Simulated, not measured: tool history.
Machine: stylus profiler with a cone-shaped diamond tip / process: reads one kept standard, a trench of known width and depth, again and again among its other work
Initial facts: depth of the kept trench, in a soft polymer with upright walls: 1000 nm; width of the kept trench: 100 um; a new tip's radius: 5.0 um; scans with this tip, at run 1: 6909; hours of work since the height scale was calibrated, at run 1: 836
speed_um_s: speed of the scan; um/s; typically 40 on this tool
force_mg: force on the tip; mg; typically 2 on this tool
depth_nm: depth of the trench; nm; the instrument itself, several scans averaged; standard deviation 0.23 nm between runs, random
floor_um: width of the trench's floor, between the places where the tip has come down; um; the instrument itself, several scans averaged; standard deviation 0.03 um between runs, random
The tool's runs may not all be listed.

run    hour  speed_um_s  force_mg  scans with this tip  hours of work since the height scale was calibrated  depth_nm  floor_um
  1       0          40         2                 6909                                                  836   1012.37     93.29
  2      63          40         2                 7201                                                  871   1012.47     93.26
  3   122.9          40         2                 7478                                                  905   1011.95     93.22
  4   174.7          40         2                 7718                                                  934   1012.88     93.21
  5   207.6          40         2                 7870                                                  952   1012.19     93.22
  6   268.4          40      1.75                 8152                                                  986   1011.25     93.16
  7   330.6          40      1.75                 8440                                                 1021   1011.82     93.13
  8   399.8          40      1.75                 8760                                                 1060   1011.91     93.09
  9     445          40      1.75                 8969                                                 1085   1011.69     93.06
 10   504.2          40      1.75                 9243                                                 1119    1012.4     93.07
 11   572.6          40      1.75                 9560                                                 1157    1012.3     92.99
 12   619.2          16         2                 9776                                                 1183   1013.16     93.15
 13     673         110         2                10024                                                 1213   1013.25     92.69
 14   743.2         110         2                10349                                                 1252   1013.48     92.63
 15   802.3         110         2                10623                                                 1285   1013.54     92.54
 16   838.4         110         2                10790                                                 1306   1013.83     92.57
 17   895.3         110         2                11054                                                 1338   1013.43      92.6
 18   930.9         110         2                11218                                                 1358   1013.56     92.58
 19   975.8          20         2                11426                                                 1383   1014.16     93.02
 20  1014.1          20         2                11604                                                 1404   1014.24     93.07
 21  1051.2          20         2                11775                                                 1425   1014.16        93
 22  1080.2          20         2                11910                                                 1441   1014.19     93.03
 23  1141.2          20         2                12192                                                 1475   1013.94     92.91
 24  1208.4          12      4.38                12503                                                 1513    1020.7     93.04
 25  1275.8          12      4.38                12815                                                 1551   1021.07     93.05
 26  1336.2          12      4.38                13095                                                 1585   1020.71        93
 27  1379.5          42      4.76                13295                                                 1609   1022.08     92.86
 28  1444.6          22      1.93                13596                                                 1645   1014.82      92.8
 29  1514.3          22      1.93                13919                                                 1684    1014.5     92.83
 30  1572.1          26         2                14186                                                 1717   1015.51      92.8
 31  1636.8          26         2                14486                                                 1753    1015.6     92.76
 32  1665.5          26         2                14619                                                 1769   1015.35     92.78
 33  1730.4         128      1.12                14920                                                 1805   1012.39     91.99
 34  1768.9          45         2                15098                                                 1827   1015.53     92.62
 35  1802.2          45         2                15252                                                 1846   1015.55     92.62
 36  1851.6         113         2                15480                                                 1873   1015.95     92.32
 37  1894.7          29      2.56                15680                                                 1897   1017.36     92.73
 38  1925.1          44      2.77                15821                                                 1914   1018.06     92.67
 39  1969.4          44      2.77                16026                                                 1939   1018.32     92.63
 40    2018          11      0.81                16251                                                 1966   1011.91      92.7
     2047.6  -- height scale calibrated on a step standard
 41  2047.6          82         5                16386                                                    0   1016.29     92.59
 42  2115.6          52      3.04                16700                                                   38   1011.75      92.5
 43  2162.5          38      1.03                16917                                                   64    1005.9     92.41
 44  2194.5          19      1.33                17065                                                   82   1007.12      92.6
 45  2245.4          39       0.9                17301                                                  111   1005.48     92.43

Predict each of these 4 candidate next runs independently; none follows another, all start after run 45:
  A  2312.4          39       0.9                17612                                                  148         ?         ?
  B  2312.4          23      3.07                17612                                                  148         ?         ?
  C  2312.4          11      1.99                17612                                                  148         ?         ?
  D  2312.4          19      3.96                17612                                                  148         ?         ?

run  depth_nm  floor_um
  A   1005.85     92.44
  B   1012.64     92.58
  C   1009.77     92.67
  D    1014.5     92.69
Take away the tool's hidden state, keep each run's random variation, and the runs would have read:
run  depth_nm  floor_um
  A   1005.56     93.73
  B   1012.34     93.87
  C   1009.48     93.95
  D   1014.21     93.98
